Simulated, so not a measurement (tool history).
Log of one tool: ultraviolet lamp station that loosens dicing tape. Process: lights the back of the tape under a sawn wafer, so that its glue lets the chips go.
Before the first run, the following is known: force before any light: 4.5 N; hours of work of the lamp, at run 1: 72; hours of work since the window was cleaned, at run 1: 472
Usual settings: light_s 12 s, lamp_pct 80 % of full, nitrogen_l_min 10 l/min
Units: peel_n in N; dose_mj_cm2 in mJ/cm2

run   hour  light_s  lamp_pct  nitrogen_l_min  hours of work of the lamp  hours of work since the window was cleaned  peel_n  dose_mj_cm2
  1      0       12        80              10                         72                                         472   0.318          421
  2   17.1       12        80              10                         86                                         485   0.323          424
  3     24       12        80              10                         91                                         490    0.33          427
  4   37.9       12        80               5                        101                                         501   0.486          423
  5   49.8       12        80               4                        111                                         510   0.557          421
  6   63.5       12        80               4                        121                                         521   0.551          419
  7   79.2       12        80               4                        133                                         533   0.564          417
  8   95.6       12        80               4                        146                                         545   0.568          414
  9  103.5       12        80               5                        152                                         551   0.512          417
 10  119.5       12        80               5                        164                                         563   0.506          413
 11  129.6       12        80               5                        171                                         571   0.501          411
 12  144.6       12        80              10                        183                                         583   0.356          406
     145.8  -- window cleaned of glue's vapour
 13  153.7       12        80              10                        189                                           6   0.363          400
 14  167.7        7        63               5                        200                                          17   1.577          183
 15  181.2       12        66               6                        210                                          27    0.67          329
 16  194.2       12        89               5                        220                                          37   0.445          438
 17    203        7        89              17                        227                                          44   0.661          255
 18  215.6       12        90               9                        237                                          53    0.31          447
     220.8  -- window cleaned of glue's vapour, once more
 19  227.1       12        90               9                        245                                           5    0.26          493
 20    235       21        60               8                        251                                          11   0.212          571
 21  243.7       21        60               8                        258                                          17   0.212          570
 22  254.1        7        79              15                        266                                          25   0.695          252
 23  264.1        7        79              15                        273                                          33   0.696          248
 24  274.6       19        79              18                        281                                          41    0.15          679

Estimate the outcome of run 25 from the log above:
 25  287.3       22        79               7                        291                                          51       ?            ?

peel_n: 0.149 N
dose_mj_cm2: 780 mJ/cm2
The same run, on a tool lacking any hidden state, would have yielded peel_n 0.141 N, dose_mj_cm2 839 mJ/cm2.

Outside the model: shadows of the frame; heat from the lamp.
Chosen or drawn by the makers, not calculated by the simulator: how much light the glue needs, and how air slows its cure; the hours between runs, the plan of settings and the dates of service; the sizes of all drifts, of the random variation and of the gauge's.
